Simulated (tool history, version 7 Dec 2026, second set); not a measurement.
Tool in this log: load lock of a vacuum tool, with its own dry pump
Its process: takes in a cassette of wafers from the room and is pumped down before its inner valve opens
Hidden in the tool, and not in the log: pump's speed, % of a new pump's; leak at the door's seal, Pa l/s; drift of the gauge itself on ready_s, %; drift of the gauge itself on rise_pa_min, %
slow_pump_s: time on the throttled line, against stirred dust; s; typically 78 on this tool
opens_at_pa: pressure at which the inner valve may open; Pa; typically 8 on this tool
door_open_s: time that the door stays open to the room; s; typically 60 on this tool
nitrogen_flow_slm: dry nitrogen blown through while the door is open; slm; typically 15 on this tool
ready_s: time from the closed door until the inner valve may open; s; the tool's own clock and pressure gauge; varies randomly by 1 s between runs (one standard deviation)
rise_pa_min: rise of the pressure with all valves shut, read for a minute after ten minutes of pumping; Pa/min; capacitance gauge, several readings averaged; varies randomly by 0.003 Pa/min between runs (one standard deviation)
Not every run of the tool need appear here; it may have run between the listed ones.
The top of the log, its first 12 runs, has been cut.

run,hour,slow_pump_s,opens_at_pa,door_open_s,nitrogen_flow_slm,hours that the pump has run since its overhaul,times that the door has closed on its seal,"incoming humidity of the room's air, %",ready_s,rise_pa_min
13,1974.4,78,10,60,15,14530,11300,42.6,177.4,0.072
14,2124.3,78,10,60,15,14679,11485,45.1,178.1,0.068
15,2356.1,78,8,60,15,14911,11771,46.6,181.9,0.071
16,2539.2,78,8,60,15,15094,11997,48.3,183.7,0.080
17,2750.4,78,8,60,15,15306,12257,44.7,184.1,0.072
18,2944.1,78,8,155,15,15499,12496,45.4,185.9,0.128
19,3161.3,82,8,60,15,15716,12764,47.0,188.0,0.074
20,3327.1,52,8,60,37,15882,12969,46.3,167.3,0.066
21,3507.4,52,8,60,8,16063,13191,46.3,166.9,0.091
22,3618.3,52,8,60,8,16173,13328,42.5,168.4,0.084
23,3850.9,52,8,60,8,16406,13615,44.1,169.7,0.092
24,3998.0,52,8,60,8,16553,13796,48.1,166.6,0.099
25,4136.4,78,8,191,9,16692,13967,45.9,184.7,0.160
26,4251.4,78,13,60,42,16807,14109,47.3,177.2,0.061
27,4378.3,67,13,38,33,16933,14265,46.9,169.3,0.058
28,4484.5,40,8,102,15,17040,14396,47.0,163.3,0.111
29,4702.3,40,8,102,15,17257,14665,44.9,162.0,0.103
30,4804.5,40,8,102,15,17360,14791,47.5,163.3,0.113
31,5035.4,40,8,102,15,17591,15076,44.7,162.3,0.106

Expected results for the next run?
32,5203.4,78,8,56,15,17759,15283,42.4,?,?

Run 32 yielded ready_s 186.0 s, rise_pa_min 0.079 Pa/min.
On a tool with no hidden condition, and with the same random variation, this run would have come out at ready_s 163.1 s, rise_pa_min 0.042 Pa/min.
